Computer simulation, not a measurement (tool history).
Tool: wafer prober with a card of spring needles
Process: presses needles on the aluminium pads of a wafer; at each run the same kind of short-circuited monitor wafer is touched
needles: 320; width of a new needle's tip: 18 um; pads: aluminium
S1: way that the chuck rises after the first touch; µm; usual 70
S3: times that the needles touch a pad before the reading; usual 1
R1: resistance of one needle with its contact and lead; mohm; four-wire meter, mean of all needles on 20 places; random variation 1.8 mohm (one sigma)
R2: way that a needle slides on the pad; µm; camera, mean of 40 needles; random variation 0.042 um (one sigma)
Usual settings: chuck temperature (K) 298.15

run 1 hour=0.0 | S1=70 chuck_temperature_(K)=298.15 S3=1 | R1=194 R2=9.16
-- hour=12.3 tips cleaned on abrasive film
-- hour=33.1 tips cleaned on abrasive film
-- hour=50.5 tips cleaned on abrasive film
run 2 hour=67.7 | S1=70 chuck_temperature_(K)=298.15 S3=1 | R1=196 R2=9.11
-- hour=71.1 tips cleaned on abrasive film
-- hour=91.3 tips cleaned on abrasive film
run 3 hour=103.4 | S1=70 chuck_temperature_(K)=298.15 S3=1 | R1=194 R2=9.16
-- hour=111.6 tips cleaned on abrasive film
-- hour=132.3 tips cleaned on abrasive film
-- hour=153.3 tips cleaned on abrasive film
run 4 hour=153.7 | S1=70 chuck_temperature_(K)=298.15 S3=1 | R1=195 R2=9.04
-- hour=173.5 tips cleaned on abrasive film
-- hour=194.6 tips cleaned on abrasive film
-- hour=215.5 tips cleaned on abrasive film
run 5 hour=221.1 | S1=70 chuck_temperature_(K)=298.15 S3=1 | R1=194 R2=9.07
-- hour=234.2 tips cleaned on abrasive film
-- hour=256.0 tips cleaned on abrasive film
-- hour=274.3 tips cleaned on abrasive film
run 6 hour=274.3 | S1=70 chuck_temperature_(K)=298.15 S3=1 | R1=193 R2=9.03
-- hour=295.2 tips cleaned on abrasive film
run 7 hour=311.5 | S1=56 chuck_temperature_(K)=298.15 S3=1 | R1=195 R2=7.20
-- hour=315.9 tips cleaned on abrasive film
-- hour=336.8 tips cleaned on abrasive film
-- hour=341.4 height of the first contact set anew
-- hour=358.0 tips cleaned on abrasive film
run 8 hour=368.2 | S1=56 chuck_temperature_(K)=298.15 S3=1 | R1=193 R2=7.23
-- hour=376.9 tips cleaned on abrasive film
-- hour=397.7 tips cleaned on abrasive film
-- hour=418.6 tips cleaned on abrasive film
-- hour=439.8 tips cleaned on abrasive film
run 9 hour=447.6 | S1=56 chuck_temperature_(K)=298.15 S3=1 | R1=196 R2=7.15
-- hour=460.0 tips cleaned on abrasive film
-- hour=480.0 tips cleaned on abrasive film
-- hour=499.5 tips cleaned on abrasive film
run 10 hour=499.5 | S1=56 chuck_temperature_(K)=298.15 S3=1 | R1=198 R2=7.11
-- hour=516.9 tips cleaned on abrasive film
-- hour=537.8 tips cleaned on abrasive film
-- hour=558.1 tips cleaned on abrasive film
run 11 hour=566.1 | S1=70 chuck_temperature_(K)=298.15 S3=1 | R1=194 R2=8.98
-- hour=579.1 tips cleaned on abrasive film
-- hour=599.9 tips cleaned on abrasive film
run 12 hour=608.9 | S1=61 chuck_temperature_(K)=298.15 S3=1 | R1=200 R2=7.86
-- hour=620.4 tips cleaned on abrasive film
-- hour=637.8 tips cleaned on abrasive film
run 13 hour=651.4 | S1=61 chuck_temperature_(K)=298.15 S3=1 | R1=195 R2=7.86
-- hour=655.9 tips cleaned on abrasive film
-- hour=673.3 tips cleaned on abrasive film
-- hour=695.0 tips cleaned on abrasive film
-- hour=716.5 tips cleaned on abrasive film
run 14 hour=721.3 | S1=61 chuck_temperature_(K)=298.15 S3=1 | R1=194 R2=7.79
-- hour=734.0 tips cleaned on abrasive film
-- hour=751.4 tips cleaned on abrasive film
-- hour=772.6 tips cleaned on abrasive film
-- hour=790.3 tips cleaned on abrasive film
run 15 hour=790.3 | S1=61 chuck_temperature_(K)=298.15 S3=1 | R1=195 R2=7.72
-- hour=811.2 tips cleaned on abrasive film
-- hour=831.1 tips cleaned on abrasive film
-- hour=852.9 tips cleaned on abrasive film
-- hour=868.3 gauge calibrated
-- hour=870.6 tips cleaned on abrasive film
run 16 hour=870.6 | S1=58 chuck_temperature_(K)=305.15 S3=1 | R1=198 R2=7.58
-- hour=892.1 tips cleaned on abrasive film
-- hour=913.8 tips cleaned on abrasive film
run 17 hour=921.3 | S1=53 chuck_temperature_(K)=305.15 S3=1 | R1=201 R2=6.92
-- hour=934.4 tips cleaned on abrasive film
-- hour=956.2 tips cleaned on abrasive film
-- hour=977.6 tips cleaned on abrasive film
run 18 hour=984.5 | S1=55 chuck_temperature_(K)=368.15 S3=1 | R1=213 R2=7.16
-- hour=996.9 tips cleaned on abrasive film
-- hour=1015.9 tips cleaned on abrasive film
-- hour=1036.9 tips cleaned on abrasive film
run 19 hour=1043.9 | S1=70 chuck_temperature_(K)=298.15 S3=2 | R1=194 R2=9.02
-- hour=1057.0 tips cleaned on abrasive film
-- hour=1077.0 tips cleaned on abrasive film
-- hour=1094.4 tips cleaned on abrasive film
-- hour=1115.2 tips cleaned on abrasive film
run 20 hour=1123.6 | S1=70 chuck_temperature_(K)=298.15 S3=2 | R1=198 R2=9.01
-- hour=1136.7 tips cleaned on abrasive film
-- hour=1158.5 tips cleaned on abrasive film
run 21 hour=1163.6 | S1=66 chuck_temperature_(K)=320.15 S3=1 | R1=206 R2=8.47

The next listed run, before its measurement:
-- hour=1176.7 tips cleaned on abrasive film
-- hour=1194.3 height of the first contact set anew
-- hour=1198.7 tips cleaned on abrasive film
run 22 hour=1208.3 | S1=66 chuck_temperature_(K)=320.15 S3=2 | R1=? R2=?

Run 22 gave R1 196 mohm, R2 8.49 µm.
Without the tool's hidden state the same run would have given R1 196 mohm, R2 8.57 µm.
